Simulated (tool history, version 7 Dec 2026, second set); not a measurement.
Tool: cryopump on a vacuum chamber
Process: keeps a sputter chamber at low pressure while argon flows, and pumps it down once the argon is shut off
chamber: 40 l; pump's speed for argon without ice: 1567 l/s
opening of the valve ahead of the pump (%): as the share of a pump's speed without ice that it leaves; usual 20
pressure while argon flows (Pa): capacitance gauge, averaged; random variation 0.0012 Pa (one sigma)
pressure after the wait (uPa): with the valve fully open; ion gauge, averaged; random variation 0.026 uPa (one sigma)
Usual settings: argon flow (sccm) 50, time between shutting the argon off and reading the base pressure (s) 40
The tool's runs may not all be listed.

run,hour,argon flow (sccm),time between shutting the argon off and reading the base pressure (s),opening of the valve ahead of the pump (%),pressure while argon flows (Pa),pressure after the wait (uPa)
1,0,50,40,20,0.2789,1.84
2,19.2,50,40,20,0.278,1.79
3,31.3,50,40,20,0.2786,1.86
4,49.4,50,40,20,0.2812,1.84
5,65.3,50,40,20,0.2793,1.79
6,79.5,85,40,20,0.4759,1.82
7,95,85,40,20,0.4762,1.87
8,113.1,21,40,20,0.118,1.87

The next listed run, before its measurement:
# hour 124.6: pump warmed up, emptied and cooled again
9,134.2,80,40,20,?,?

Run 9 gave pressure while argon flows (Pa) 0.4332, pressure after the wait (uPa) 1.7.
Without the tool's hidden state the same run would have given pressure while argon flows (Pa) 0.4321, pressure after the wait (uPa) 1.06.
